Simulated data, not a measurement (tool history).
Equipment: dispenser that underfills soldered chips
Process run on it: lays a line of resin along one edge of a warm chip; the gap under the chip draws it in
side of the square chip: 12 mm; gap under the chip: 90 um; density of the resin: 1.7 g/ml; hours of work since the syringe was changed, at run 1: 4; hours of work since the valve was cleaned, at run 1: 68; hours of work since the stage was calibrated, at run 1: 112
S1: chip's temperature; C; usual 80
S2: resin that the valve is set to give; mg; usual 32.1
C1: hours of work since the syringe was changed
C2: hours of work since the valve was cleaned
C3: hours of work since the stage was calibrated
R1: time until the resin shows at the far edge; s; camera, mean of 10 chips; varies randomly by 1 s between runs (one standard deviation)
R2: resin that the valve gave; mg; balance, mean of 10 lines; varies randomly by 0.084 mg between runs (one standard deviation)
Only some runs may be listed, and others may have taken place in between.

run   hour  S1    S2  C1   C2   C3     R1     R2
  1      0  80  32.1   4   68  112  137.7  31.04
  2    3.8  80  32.1   6   70  114  171.6  30.88
       6.3  -- new syringe of resin
  3    8.4  80  32.1   1   73  117  110.9  30.81
  4   11.5  86  32.1   3   75  119  100.5  30.79
  5   16.5  80  32.1   6   78  122  165.8  30.87
        19  -- new syringe of resin
  6   19.6  80  30.9   0   79  124  102.9  29.55
  7   23.1  83  30.9   3   82  126    109  29.77
  8   26.8  91  32.1   5   84  128   93.1  30.65
  9   29.6  91  32.1   7   86  130  110.5  30.74
      31.6  -- new syringe of resin
 10   33.5  84  32.1   1   88  132     92  30.74
 11   38.7  84  32.1   4   91  135  122.5  30.74
 12     42  84  32.1   6   93  137  141.9  30.39
      44.4  -- new syringe of resin
 13   46.8  70  32.1   2   96  140  177.3  30.58
 14   49.4  70  32.1   3   98  142  202.7  30.45
 15   52.5  70  32.1   5   99  144  234.2  30.59
      56.9  -- new syringe of resin
 16   57.2  80  32.1   0  102  147  101.5  30.32
 17   59.9  80  32.1   2  104  148  115.1  30.39
 18   62.8  88  32.1   4  106  150   96.3  30.21
 19   66.7  80  38.5   6  108  152  163.3   36.4
      69.6  -- new syringe of resin
 20   70.3  73    40   0  110  154  134.9  37.88
 21   75.6  89    34   4  113  158     91  32.01
 22   79.1  68  41.6   6  116  160  270.4  39.21
      82.3  -- new syringe of resin
 23   83.8  68  41.6   1  118  163  174.2   39.1
 24   86.5  68  28.1   3  120  164  215.9  26.43
      91.4  -- dispensing valve cleaned and set on the balance
 25   91.5  68  28.1   5    0  167  262.7  28.07
 26   94.9  85  32.1   7    2  169  148.5  32.13
      95.9  -- new syringe of resin
 27   98.9  85  32.1   2    4  171   96.4  32.12
 28  101.8  85  32.1   4    6  173  108.2  32.24
 29  105.4  84  27.8   6    8  175  142.6   27.8
     108.4  -- new syringe of resin
 30  111.1  70    34   2   12  179  179.3  33.75
 31  114.8  65  41.6   4   14  181  258.5  41.48
 32  117.7  92  34.7   6   16  183     99  34.66
     121.3  -- new syringe of resin
 33    123  69  27.6   1   19  186  181.9  27.41
 34  128.4  76  35.7   4   22  189  167.5  35.34
 35  131.2  83    31   6   24  191  148.3  30.78

Predict each of these 4 candidate next runs independently; none follows another, all start after run 35:
     133.8  -- new syringe of resin
  A  137.2  72  41.6   2  28  194   ?   ?
     133.8  -- new syringe of resin
  B  137.2  80  29.1   2  28  194   ?   ?
     133.8  -- new syringe of resin
  C  137.2  87  32.1   2  28  194   ?   ?
     133.8  -- new syringe of resin
  D  137.2  67  29.6   2  28  194   ?   ?

run     R1     R2
  A  166.1  41.22
  B  121.2   28.9
  C   88.8   31.7
  D  213.6  29.29
Had the tool no hidden state, the same runs would have come out as:
run     R1     R2
  A  133.9  41.72
  B   97.5  29.25
  C   71.7  32.08
  D  171.5  29.65
